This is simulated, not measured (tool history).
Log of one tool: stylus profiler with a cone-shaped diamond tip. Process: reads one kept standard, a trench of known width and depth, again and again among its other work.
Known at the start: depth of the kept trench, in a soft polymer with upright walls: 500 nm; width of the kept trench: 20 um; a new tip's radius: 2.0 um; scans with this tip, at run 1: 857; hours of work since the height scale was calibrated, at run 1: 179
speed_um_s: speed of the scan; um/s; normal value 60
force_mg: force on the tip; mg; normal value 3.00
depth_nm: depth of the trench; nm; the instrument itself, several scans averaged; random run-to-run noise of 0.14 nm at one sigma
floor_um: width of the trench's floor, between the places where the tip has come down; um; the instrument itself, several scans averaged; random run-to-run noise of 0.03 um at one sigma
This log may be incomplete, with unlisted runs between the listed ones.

run    hour  speed_um_s  force_mg  scans with this tip  hours of work since the height scale was calibrated  depth_nm  floor_um
  1     0.0          60      3.00                  857                                                  179    509.23     17.01
  2    31.6          60      3.00                  930                                                  194    508.93     17.05
  3    58.8          17      3.00                  993                                                  208    509.28     17.17
  4    82.8          22      3.00                 1048                                                  219    509.18     17.20
  5   135.5          22      3.00                 1170                                                  245    509.14     17.11
  6   159.9          22      3.00                 1227                                                  257    509.23     17.09
  7   204.7          60      3.00                 1330                                                  278    508.93     17.01
  8   241.1          60      3.00                 1415                                                  296    508.81     17.00
  9   274.0          60      8.66                 1491                                                  312    518.74     17.06
 10   317.1          60      8.66                 1591                                                  333    518.61     16.99
 11   343.1          60      8.66                 1651                                                  345    518.86     17.05
 12   381.0          60      3.00                 1739                                                  364    508.77     17.00
 13   412.0          60      3.00                 1810                                                  379    508.86     16.94
 14   447.5          60      3.00                 1893                                                  396    508.78     16.95
 15   476.0          36      3.00                 1958                                                  410    508.77     17.01
 16   514.5          51      3.00                 2048                                                  428    508.80     16.93
 17   546.5          51      3.00                 2122                                                  444    509.03     16.97
 18   581.3          51      3.00                 2202                                                  461    508.96     16.98
 19   609.0          60      1.13                 2266                                                  474    504.42     16.74
 20   652.7          60      1.13                 2367                                                  495    504.17     16.72
 21   705.1          60      1.13                 2489                                                  521    504.11     16.71
 22   740.3          60      5.71                 2570                                                  538    513.60     16.93
 23   766.6          60      4.95                 2631                                                  550    512.33     16.90
 24   794.3          60      4.95                 2695                                                  564    512.43     16.94
 25   826.1          60      3.03                 2769                                                  579    508.75     16.88
 26   849.7          51      2.69                 2824                                                  591    507.89     16.90
 27   899.2          65      5.11                 2938                                                  614    512.84     16.93
 28   936.8          56      8.06                 3025                                                  633    517.32     16.91
 29   960.2          24      3.62                 3079                                                  644    510.06     16.98
 30  1001.3          65      2.05                 3175                                                  664    506.49     16.76
 31  1033.7          20      4.69                 3250                                                  680    511.59     16.97
 32  1084.5          40      4.69                 3367                                                  704    511.67     16.91
 33  1117.5          40      4.69                 3444                                                  720    511.60     16.87
 34  1148.3          60      1.69                 3515                                                  735    505.51     16.77
 35  1184.1         184      1.63                 3598                                                  752    505.02     16.12
 36  1205.2         184      1.63                 3647                                                  763    505.11     16.07
 37  1244.3          60      1.92                 3737                                                  782    505.78     16.74
 38  1266.5          39      4.59                 3789                                                  792    510.96     16.89
 39  1301.8          39      4.59                 3870                                                  809    511.48     16.89
 40  1342.8         110      5.91                 3965                                                  829    513.85     16.70
 41  1385.5          32      1.42                 4064                                                  850    504.87     16.71
 42  1421.8          32      1.42                 4148                                                  868    504.37     16.76
 43  1457.4         132      3.00                 4231                                                  885    508.34     16.50
 44  1507.7          82      1.41                 4347                                                  909    504.44     16.54
 45  1555.8          82      1.41                 4458                                                  932    503.97     16.50
 46  1590.9         231      4.76                 4539                                                  949    511.57     16.28
 47  1612.6         231      4.76                 4590                                                  960    511.35     16.23

Each row is a separate what-if for the run after 47, all from the same tool condition, not one after another. Results?
  A  1644.6         231      1.69                 4664                                                  975         ?         ?
  B  1644.6          42      2.89                 4664                                                  975         ?         ?
  C  1644.6          38      3.09                 4664                                                  975         ?         ?

run  depth_nm  floor_um
  A    504.82     15.80
  B    507.88     16.81
  C    508.52     16.83
With no hidden state in the tool, these same runs would have given:
run  depth_nm  floor_um
  A    506.18     16.22
  B    509.24     17.23
  C    509.88     17.25

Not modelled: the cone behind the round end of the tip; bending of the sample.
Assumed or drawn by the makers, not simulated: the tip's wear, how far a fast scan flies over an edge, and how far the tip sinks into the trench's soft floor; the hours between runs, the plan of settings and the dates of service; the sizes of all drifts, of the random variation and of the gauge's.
